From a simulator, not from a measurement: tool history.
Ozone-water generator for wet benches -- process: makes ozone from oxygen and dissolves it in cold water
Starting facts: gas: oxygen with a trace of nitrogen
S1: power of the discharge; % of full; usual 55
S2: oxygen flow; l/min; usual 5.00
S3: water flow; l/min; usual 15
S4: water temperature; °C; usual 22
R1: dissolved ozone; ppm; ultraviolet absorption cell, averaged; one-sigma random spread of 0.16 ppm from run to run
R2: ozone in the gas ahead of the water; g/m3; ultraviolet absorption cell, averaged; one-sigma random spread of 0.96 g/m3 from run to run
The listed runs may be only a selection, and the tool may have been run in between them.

run 1 hour=0.0 | S1=55 S2=5.00 S3=15 S4=22 | R1=20.2 R2=165.6
run 2 hour=54.3 | S1=55 S2=5.00 S3=15 S4=22 | R1=20.2 R2=164.9
run 3 hour=163.1 | S1=82 S2=5.00 S3=15 S4=22 | R1=27.4 R2=224.8
run 4 hour=275.7 | S1=82 S2=5.00 S3=15 S4=22 | R1=27.6 R2=226.7
run 5 hour=361.0 | S1=82 S2=5.00 S3=15 S4=22 | R1=27.8 R2=225.2
run 6 hour=448.4 | S1=55 S2=5.00 S3=22 S4=22 | R1=15.7 R2=163.6
run 7 hour=528.7 | S1=55 S2=5.00 S3=22 S4=22 | R1=15.3 R2=163.8
run 8 hour=622.3 | S1=55 S2=5.00 S3=22 S4=22 | R1=15.3 R2=163.0
run 9 hour=717.4 | S1=55 S2=5.00 S3=22 S4=22 | R1=15.4 R2=161.7
run 10 hour=807.1 | S1=55 S2=5.00 S3=22 S4=22 | R1=15.4 R2=163.7
run 11 hour=856.0 | S1=55 S2=5.00 S3=22 S4=22 | R1=15.6 R2=164.2
run 12 hour=958.9 | S1=80 S2=5.00 S3=15 S4=22 | R1=27.1 R2=221.1
run 13 hour=1024.5 | S1=80 S2=5.00 S3=15 S4=22 | R1=26.6 R2=217.6
run 14 hour=1119.4 | S1=42 S2=5.00 S3=15 S4=22 | R1=16.1 R2=131.3
run 15 hour=1202.6 | S1=42 S2=5.00 S3=15 S4=22 | R1=16.1 R2=131.3
run 16 hour=1285.7 | S1=55 S2=5.00 S3=15 S4=22 | R1=20.1 R2=161.2
run 17 hour=1355.9 | S1=55 S2=5.00 S3=15 S4=22 | R1=20.5 R2=162.0
run 18 hour=1467.1 | S1=55 S2=5.00 S3=14 S4=22 | R1=20.9 R2=161.4
run 19 hour=1552.5 | S1=55 S2=5.00 S3=14 S4=22 | R1=20.8 R2=161.3
run 20 hour=1649.5 | S1=89 S2=2.76 S3=16 S4=25 | R1=24.9 R2=298.9
run 21 hour=1746.5 | S1=89 S2=2.76 S3=16 S4=25 | R1=24.9 R2=296.8
run 22 hour=1833.1 | S1=41 S2=7.76 S3=13 S4=17 | R1=19.4 R2=108.5
run 23 hour=1881.9 | S1=99 S2=6.08 S3=10 S4=28 | R1=34.9 R2=235.8
run 24 hour=1961.2 | S1=99 S2=6.08 S3=10 S4=28 | R1=34.9 R2=238.7
run 25 hour=2062.4 | S1=73 S2=3.74 S3=15 S4=18 | R1=26.0 R2=225.8
run 26 hour=2135.6 | S1=73 S2=5.01 S3=15 S4=15 | R1=28.3 R2=200.4
run 27 hour=2238.9 | S1=73 S2=5.01 S3=20 S4=20 | R1=21.6 R2=200.7
run 28 hour=2326.6 | S1=68 S2=8.45 S3=9 S4=30 | R1=24.4 R2=154.7
run 29 hour=2402.5 | S1=46 S2=8.45 S3=11 S4=23 | R1=19.8 R2=113.3
run 30 hour=2473.6 | S1=46 S2=8.45 S3=11 S4=23 | R1=20.1 R2=114.2
-- hour=2527.3 gauge calibrated
run 31 hour=2564.1 | S1=48 S2=3.52 S3=11 S4=22 | R1=21.4 R2=168.5
run 32 hour=2654.8 | S1=77 S2=3.09 S3=15 S4=30 | R1=21.9 R2=258.6

Measured less the same run without the tool's hidden state. The same run-to-run variation is in both; the gauge's scatter may not be:
The hidden state here: yield of the discharge, % of new electrodes'; contactor's efficiency, % of a clean one's; true water temperature over the reading, C; drift of the gauge itself on ozone_ppm, %; drift of the gauge itself on gas_g_m3, %.
run=1 R2=+0.0
run=2 R2=-0.2
run=3 R2=-0.6
run=4 R2=-0.9
run=5 R2=-1.1
run=6 R2=-1.0
run=7 R2=-1.1
run=8 R2=-1.3
run=9 R2=-1.4
run=10 R2=-1.6
run=11 R2=-1.7
run=12 R2=-2.6
run=13 R2=-2.8
run=14 R2=-1.8
run=15 R2=-1.9
run=16 R2=-2.6
run=17 R2=-2.7
run=18 R2=-2.9
run=19 R2=-3.1
run=20 R2=-6.1
run=21 R2=-6.5
run=22 R2=-2.4
run=23 R2=-5.5
run=24 R2=-5.8
run=25 R2=-5.8
run=26 R2=-5.3
run=27 R2=-5.6
run=28 R2=-4.5
run=29 R2=-3.3
run=30 R2=-3.5
run=31 R2=-0.1
run=32 R2=-0.6
R1: within 0.1 ppm of the measured result in every run.
